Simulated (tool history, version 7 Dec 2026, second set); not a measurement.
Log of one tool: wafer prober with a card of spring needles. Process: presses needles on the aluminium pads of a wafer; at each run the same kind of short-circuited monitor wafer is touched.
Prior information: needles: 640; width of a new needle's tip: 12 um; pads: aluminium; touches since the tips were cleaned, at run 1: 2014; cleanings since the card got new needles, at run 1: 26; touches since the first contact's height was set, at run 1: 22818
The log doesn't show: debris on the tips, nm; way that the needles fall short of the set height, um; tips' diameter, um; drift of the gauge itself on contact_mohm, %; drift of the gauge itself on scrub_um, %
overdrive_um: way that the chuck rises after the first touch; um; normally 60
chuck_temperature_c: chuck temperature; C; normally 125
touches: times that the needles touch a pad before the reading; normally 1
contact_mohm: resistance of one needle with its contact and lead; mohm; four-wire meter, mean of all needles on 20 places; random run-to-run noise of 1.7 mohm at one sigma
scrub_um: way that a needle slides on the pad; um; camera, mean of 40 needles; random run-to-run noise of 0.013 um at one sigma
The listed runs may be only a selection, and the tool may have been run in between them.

run	hour	overdrive_um	chuck_temperature_c	touches	touches since the tips were cleaned	cleanings since the card got new needles	touches since the first contact's height was set	contact_mohm	scrub_um
1	0.0	60	125	1	2014	26	22818	224	13.77
# hour 2.3: tips cleaned on abrasive film
# hour 7.8: tips cleaned on abrasive film
# hour 12.2: tips cleaned on abrasive film
2	15.8	60	125	1	2436	29	33426	230	13.77
# hour 16.9: tips cleaned on abrasive film
# hour 21.4: tips cleaned on abrasive film
# hour 25.8: tips cleaned on abrasive film
3	29.9	60	125	1	2806	32	42918	237	13.75
# hour 31.1: tips cleaned on abrasive film
# hour 35.5: tips cleaned on abrasive film
# hour 39.9: tips cleaned on abrasive film
# hour 45.4: tips cleaned on abrasive film
4	49.2	60	125	1	2551	36	55871	232	13.68
# hour 50.3: tips cleaned on abrasive film
# hour 55.8: tips cleaned on abrasive film
# hour 60.3: tips cleaned on abrasive film
# hour 60.6: height of the first contact set anew
# hour 65.8: tips cleaned on abrasive film
5	65.8	60	125	1	0	40	3504	170	13.64
# hour 70.2: tips cleaned on abrasive film
# hour 75.7: tips cleaned on abrasive film
6	77.5	60	125	1	1220	42	11411	207	13.63
# hour 80.8: tips cleaned on abrasive film
# hour 85.3: tips cleaned on abrasive film
# hour 89.7: tips cleaned on abrasive film
7	94.0	60	125	1	2916	45	22500	237	13.55
# hour 95.1: tips cleaned on abrasive film
# hour 99.6: tips cleaned on abrasive film
# hour 105.1: tips cleaned on abrasive film
8	108.4	76	125	1	2267	48	32196	222	17.24
# hour 109.5: tips cleaned on abrasive film
# hour 114.0: tips cleaned on abrasive film
# hour 118.4: tips cleaned on abrasive film
# hour 122.8: tips cleaned on abrasive film
# hour 128.3: tips cleaned on abrasive film
9	131.7	60	125	1	2351	53	47892	221	13.50
# hour 132.9: tips cleaned on abrasive film
# hour 138.4: tips cleaned on abrasive film
# hour 142.9: tips cleaned on abrasive film
# hour 148.4: tips cleaned on abrasive film
10	151.5	60	125	1	2140	57	61161	227	13.46
# hour 153.7: tips cleaned on abrasive film
# hour 155.1: height of the first contact set anew
# hour 159.6: tips cleaned on abrasive film
11	163.7	41	125	1	2865	59	5838	270	9.47
# hour 164.9: tips cleaned on abrasive film
# hour 170.4: tips cleaned on abrasive film
# hour 175.9: tips cleaned on abrasive film
# hour 180.3: tips cleaned on abrasive film
12	182.0	41	125	1	1113	63	18073	229	9.41
# hour 185.3: tips cleaned on abrasive film
# hour 189.7: tips cleaned on abrasive film
# hour 195.2: tips cleaned on abrasive film
# hour 199.7: tips cleaned on abrasive film
# hour 204.1: tips cleaned on abrasive film
13	204.5	41	125	1	275	68	33207	202	9.37
# hour 208.9: tips cleaned on abrasive film
# hour 213.4: tips cleaned on abrasive film
# hour 214.7: height of the first contact set anew, once more
14	216.9	71	59	1	2221	70	1478	207	16.41
# hour 219.2: tips cleaned on abrasive film
# hour 223.6: tips cleaned on abrasive film
# hour 229.1: tips cleaned on abrasive film
15	231.5	43	125	1	1623	73	11273	251	9.89
# hour 233.7: tips cleaned on abrasive film
# hour 238.2: tips cleaned on abrasive film
# hour 242.6: tips cleaned on abrasive film
# hour 247.0: tips cleaned on abrasive film
16	247.7	43	125	1	481	77	22154	203	9.85
# hour 252.1: tips cleaned on abrasive film
# hour 256.6: tips cleaned on abrasive film
# hour 261.0: tips cleaned on abrasive film
17	263.7	43	125	1	1872	80	32942	245	9.83
# hour 266.0: tips cleaned on abrasive film
# hour 271.5: tips cleaned on abrasive film
# hour 277.0: tips cleaned on abrasive film
# hour 282.5: tips cleaned on abrasive film
18	285.1	62	40	1	1738	84	47309	205	14.17
# hour 287.3: tips cleaned on abrasive film
# hour 291.8: tips cleaned on abrasive film
# hour 297.3: tips cleaned on abrasive film
# hour 301.7: tips cleaned on abrasive film
19	302.9	62	40	1	845	88	59299	188	14.13
# hour 306.3: tips cleaned on abrasive film
# hour 309.8: height of the first contact set anew
# hour 311.0: tips cleaned on abrasive film
# hour 315.7: tips cleaned on abrasive film
20	315.7	78	125	1	0	91	3872	170	17.99
# hour 321.2: tips cleaned on abrasive film
# hour 325.6: tips cleaned on abrasive film
21	327.6	50	28	2	1395	93	11950	191	11.50
# hour 331.0: tips cleaned on abrasive film
# hour 335.4: tips cleaned on abrasive film
# hour 339.8: tips cleaned on abrasive film
# hour 345.3: tips cleaned on abrasive film
# hour 350.3: tips cleaned on abrasive film
22	350.3	43	32	3	0	98	27179	156	9.83

Pick out some run-to-run changes in contact_mohm. Of each, how much would a tool without hidden state show as well, from the settings, what came in and chance, and how much is left for the hidden state and any gauge scatter not in both results compared?
Run 4 -> 5: tips cleaned on abrasive film, tips cleaned on abrasive film, tips cleaned on abrasive film, height of the first contact set anew, tips cleaned on abrasive film. contact_mohm -62 mohm: hidden state -61, all else -1.
Run 15 -> 16: tips cleaned on abrasive film, tips cleaned on abrasive film, tips cleaned on abrasive film, tips cleaned on abrasive film. contact_mohm -48 mohm: hidden state -47, all else -1.
